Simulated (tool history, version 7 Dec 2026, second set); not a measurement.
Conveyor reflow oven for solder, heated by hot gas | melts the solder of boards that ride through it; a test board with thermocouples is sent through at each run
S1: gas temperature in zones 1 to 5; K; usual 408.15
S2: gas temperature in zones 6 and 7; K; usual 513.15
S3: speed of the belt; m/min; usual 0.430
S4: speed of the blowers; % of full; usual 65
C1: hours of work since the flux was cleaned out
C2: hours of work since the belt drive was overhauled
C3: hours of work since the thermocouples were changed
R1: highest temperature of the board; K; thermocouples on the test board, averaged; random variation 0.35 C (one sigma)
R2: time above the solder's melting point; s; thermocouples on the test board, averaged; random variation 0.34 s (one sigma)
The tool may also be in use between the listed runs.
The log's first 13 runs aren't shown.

| run | hour | S1 | S2 | S3 | S4 | C1 | C2 | C3 | R1 | R2 |
|---|---|---|---|---|---|---|---|---|---|---|
|  | 328.8 | belt drive overhauled, speed set with a stopwatch |
| 14 | 343.2 | 408.15 | 513.15 | 0.430 | 65 | 242 | 10 | 694 | 491.15 | 71.4 |
| 15 | 370.3 | 408.15 | 513.15 | 0.430 | 65 | 261 | 30 | 713 | 490.75 | 71.2 |
| 16 | 391.0 | 399.15 | 522.15 | 0.430 | 57 | 276 | 44 | 728 | 493.25 | 70.1 |
|  | 405.0 | flux residue cleaned out of gas plates and filters |
| 17 | 427.7 | 408.15 | 503.15 | 0.395 | 65 | 16 | 67 | 750 | 488.65 | 77.0 |
| 18 | 461.3 | 403.15 | 523.15 | 0.430 | 54 | 40 | 91 | 774 | 496.55 | 75.4 |
|  | 492.5 | belt drive overhauled, speed set with a stopwatch, once more |
| 19 | 499.9 | 423.15 | 512.15 | 0.403 | 71 | 65 | 5 | 799 | 498.15 | 91.6 |
| 20 | 524.8 | 423.15 | 528.15 | 0.403 | 54 | 83 | 23 | 817 | 507.85 | 99.0 |
| 21 | 543.8 | 408.15 | 522.15 | 0.378 | 65 | 96 | 37 | 830 | 505.55 | 95.7 |
| 22 | 569.3 | 414.15 | 512.15 | 0.430 | 86 | 114 | 55 | 849 | 497.05 | 80.4 |
| 23 | 593.8 | 402.15 | 504.15 | 0.361 | 53 | 132 | 72 | 866 | 486.15 | 77.1 |
| 24 | 609.9 | 402.15 | 504.15 | 0.361 | 53 | 143 | 84 | 878 | 485.95 | 76.8 |
| 25 | 634.9 | 402.15 | 504.15 | 0.361 | 53 | 161 | 102 | 895 | 485.65 | 76.7 |
| 26 | 655.9 | 402.15 | 504.15 | 0.478 | 76 | 176 | 117 | 910 | 481.95 | 51.8 |
| 27 | 681.0 | 408.15 | 513.15 | 0.430 | 77 | 194 | 134 | 928 | 494.55 | 75.2 |
| 28 | 700.4 | 412.15 | 527.15 | 0.430 | 57 | 208 | 148 | 942 | 501.55 | 82.7 |
| 29 | 721.0 | 412.15 | 527.15 | 0.430 | 57 | 223 | 163 | 957 | 501.05 | 82.2 |
| 30 | 758.9 | 397.15 | 504.15 | 0.379 | 53 | 250 | 190 | 984 | 482.45 | 65.3 |

Forecast each of these 4 alternatives for the next run:
|  | 772.7 | thermocouples of zones 6 and 7 changed |
| A | 783.6 | 397.15 | 503.15 | 0.488 | 54 | 266 | 206 | 8 | ? | ? |
|  | 772.7 | thermocouples of zones 6 and 7 changed |
| B | 783.6 | 408.15 | 516.15 | 0.430 | 65 | 266 | 206 | 8 | ? | ? |
|  | 772.7 | thermocouples of zones 6 and 7 changed |
| C | 783.6 | 398.15 | 504.15 | 0.363 | 54 | 266 | 206 | 8 | ? | ? |
|  | 772.7 | thermocouples of zones 6 and 7 changed |
| D | 783.6 | 397.15 | 504.15 | 0.379 | 56 | 266 | 206 | 8 | ? | ? |

| run | R1 | R2 |
|---|---|---|
| A | 469.85 | 30.2 |
| B | 492.55 | 72.2 |
| C | 482.95 | 70.4 |
| D | 482.05 | 64.6 |
Without the tool's hidden state the same runs would have given:
| run | R1 | R2 |
|---|---|---|
| A | 472.85 | 35.6 |
| B | 495.45 | 75.1 |
| C | 485.25 | 74.1 |
| D | 484.55 | 68.6 |

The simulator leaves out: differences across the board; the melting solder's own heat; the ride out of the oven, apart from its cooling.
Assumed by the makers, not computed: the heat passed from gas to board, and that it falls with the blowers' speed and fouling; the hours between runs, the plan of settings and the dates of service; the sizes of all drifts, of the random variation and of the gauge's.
